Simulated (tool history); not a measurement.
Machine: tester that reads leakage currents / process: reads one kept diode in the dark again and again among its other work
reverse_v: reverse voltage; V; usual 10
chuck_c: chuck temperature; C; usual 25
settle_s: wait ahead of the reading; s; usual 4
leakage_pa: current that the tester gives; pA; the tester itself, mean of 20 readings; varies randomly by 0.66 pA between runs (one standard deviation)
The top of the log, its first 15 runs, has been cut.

run 16 day=88.325 | reverse_v=10 chuck_c=25 settle_s=4 | leakage_pa=250.06
run 17 day=96.338 | reverse_v=10 chuck_c=25 settle_s=4 | leakage_pa=254.73
-- day=97.167 tester calibrated
run 18 day=103.904 | reverse_v=6.3 chuck_c=25 settle_s=4 | leakage_pa=194.58
run 19 day=111.117 | reverse_v=6.3 chuck_c=25 settle_s=4 | leakage_pa=197.42
run 20 day=117.671 | reverse_v=6.3 chuck_c=25 settle_s=4 | leakage_pa=200.01
run 21 day=125.975 | reverse_v=1.7 chuck_c=25 settle_s=0.64 | leakage_pa=93.37
run 22 day=134.183 | reverse_v=1.7 chuck_c=25 settle_s=0.64 | leakage_pa=94.96
-- day=136.025 chuck's temperature calibrated
run 23 day=138.671 | reverse_v=1.7 chuck_c=25 settle_s=9.93 | leakage_pa=76.16
-- day=140.175 tester calibrated, once more
run 24 day=142.875 | reverse_v=1.7 chuck_c=29 settle_s=9.93 | leakage_pa=104.98
run 25 day=147.183 | reverse_v=1.7 chuck_c=29 settle_s=9.93 | leakage_pa=106.69
run 26 day=151.95 | reverse_v=1.7 chuck_c=33 settle_s=0.42 | leakage_pa=144.44
run 27 day=159.362 | reverse_v=9 chuck_c=56 settle_s=8.17 | leakage_pa=1860.7
run 28 day=166.079 | reverse_v=9.8 chuck_c=50 settle_s=0.31 | leakage_pa=1339.17
run 29 day=170.604 | reverse_v=9.8 chuck_c=50 settle_s=0.31 | leakage_pa=1347.18
run 30 day=174.517 | reverse_v=9.8 chuck_c=50 settle_s=0.31 | leakage_pa=1358.3
run 31 day=182.788 | reverse_v=3.2 chuck_c=22 settle_s=0.31 | leakage_pa=99.79
run 32 day=188.562 | reverse_v=3.2 chuck_c=22 settle_s=1.59 | leakage_pa=99.6
run 33 day=193.096 | reverse_v=3.2 chuck_c=22 settle_s=1.59 | leakage_pa=100.05
run 34 day=198.821 | reverse_v=14.6 chuck_c=25 settle_s=9.68 | leakage_pa=316.91
-- day=201.938 probe card cleaned and baked
run 35 day=207.421 | reverse_v=14.6 chuck_c=25 settle_s=9.68 | leakage_pa=304.78
run 36 day=213.571 | reverse_v=14.6 chuck_c=25 settle_s=9.68 | leakage_pa=308.37
run 37 day=218.138 | reverse_v=14.6 chuck_c=25 settle_s=9.68 | leakage_pa=310.61
run 38 day=223.5 | reverse_v=2.5 chuck_c=25 settle_s=2.68 | leakage_pa=110.53

Here are 3 independent what-if runs from the current tool condition. What would each one return?
run A day=230.196 | reverse_v=10 chuck_c=56 settle_s=8.62 | leakage_pa=?
run B day=230.196 | reverse_v=2.1 chuck_c=25 settle_s=4 | leakage_pa=?
run C day=230.196 | reverse_v=10.8 chuck_c=35 settle_s=3.17 | leakage_pa=?

run=A leakage_pa=2158.83
run=B leakage_pa=100.46
run=C leakage_pa=552.05
What these runs would have given with no unlogged condition in the tool:
run=A leakage_pa=1913.33
run=B leakage_pa=86.29
run=C leakage_pa=478.98

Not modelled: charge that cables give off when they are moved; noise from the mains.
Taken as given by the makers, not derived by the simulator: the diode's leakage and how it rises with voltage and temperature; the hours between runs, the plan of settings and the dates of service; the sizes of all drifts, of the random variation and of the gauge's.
